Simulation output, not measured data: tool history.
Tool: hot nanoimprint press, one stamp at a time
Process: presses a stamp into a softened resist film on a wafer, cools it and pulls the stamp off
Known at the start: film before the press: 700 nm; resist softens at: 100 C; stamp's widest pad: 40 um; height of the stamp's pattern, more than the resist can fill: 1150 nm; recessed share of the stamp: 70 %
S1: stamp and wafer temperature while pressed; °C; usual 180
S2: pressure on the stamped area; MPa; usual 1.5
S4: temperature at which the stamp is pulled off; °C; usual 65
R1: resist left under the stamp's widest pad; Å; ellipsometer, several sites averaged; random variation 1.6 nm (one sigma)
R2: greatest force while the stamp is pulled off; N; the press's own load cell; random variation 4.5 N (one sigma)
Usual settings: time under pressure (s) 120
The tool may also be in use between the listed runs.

{"run": 1, "hour": 0.0, "S1": 180, "S2": 1.5, "time under pressure (s)": 120, "S4": 65, "R1": 3993, "R2": 229}
{"run": 2, "hour": 5.7, "S1": 180, "S2": 1.5, "time under pressure (s)": 120, "S4": 65, "R1": 4016, "R2": 219}
{"run": 3, "hour": 17.3, "S1": 180, "S2": 1.5, "time under pressure (s)": 120, "S4": 65, "R1": 4005, "R2": 226}
{"run": 4, "hour": 28.8, "S1": 180, "S2": 1.5, "time under pressure (s)": 120, "S4": 65, "R1": 4004, "R2": 218}
{"run": 5, "hour": 41.8, "S1": 180, "S2": 1.5, "time under pressure (s)": 175, "S4": 65, "R1": 3558, "R2": 225}
{"run": 6, "hour": 47.7, "S1": 180, "S2": 1.5, "time under pressure (s)": 120, "S4": 65, "R1": 3977, "R2": 226}
{"run": 7, "hour": 53.2, "S1": 180, "S2": 1.5, "time under pressure (s)": 120, "S4": 65, "R1": 4014, "R2": 229}
{"run": 8, "hour": 60.3, "S1": 180, "S2": 1.5, "time under pressure (s)": 120, "S4": 65, "R1": 3966, "R2": 220}
{"run": 9, "hour": 68.2, "S1": 180, "S2": 1.5, "time under pressure (s)": 120, "S4": 65, "R1": 3988, "R2": 225}
{"run": 10, "hour": 77.5, "S1": 180, "S2": 1.5, "time under pressure (s)": 94, "S4": 65, "R1": 4251, "R2": 224}
{"run": 11, "hour": 90.5, "S1": 180, "S2": 1.5, "time under pressure (s)": 120, "S4": 65, "R1": 3988, "R2": 216}
{"run": 12, "hour": 103.3, "S1": 180, "S2": 1.5, "time under pressure (s)": 120, "S4": 65, "R1": 3945, "R2": 221}
{"run": 13, "hour": 110.3, "S1": 180, "S2": 1.5, "time under pressure (s)": 120, "S4": 65, "R1": 3966, "R2": 218}
{"run": 14, "hour": 116.8, "S1": 180, "S2": 1.5, "time under pressure (s)": 143, "S4": 65, "R1": 3734, "R2": 227}
{"run": 15, "hour": 124.4, "S1": 180, "S2": 1.5, "time under pressure (s)": 143, "S4": 65, "R1": 3728, "R2": 232}
{"run": 16, "hour": 137.7, "S1": 180, "S2": 1.5, "time under pressure (s)": 143, "S4": 65, "R1": 3750, "R2": 220}
{"run": 17, "hour": 150.9, "S1": 180, "S2": 1.5, "time under pressure (s)": 143, "S4": 65, "R1": 3757, "R2": 230}
{"run": 18, "hour": 157.0, "S1": 187, "S2": 1.5, "time under pressure (s)": 67, "S4": 51, "R1": 3657, "R2": 301}

Forecast run 19:
{"run": 19, "hour": 167.3, "S1": 172, "S2": 1.5, "time under pressure (s)": 173, "S4": 52, "R1": "?", "R2": "?"}

R1: 4719 Å
R2: 283 N
Without the tool's hidden state the same run would have given R1 4823 Å, R2 278 N.

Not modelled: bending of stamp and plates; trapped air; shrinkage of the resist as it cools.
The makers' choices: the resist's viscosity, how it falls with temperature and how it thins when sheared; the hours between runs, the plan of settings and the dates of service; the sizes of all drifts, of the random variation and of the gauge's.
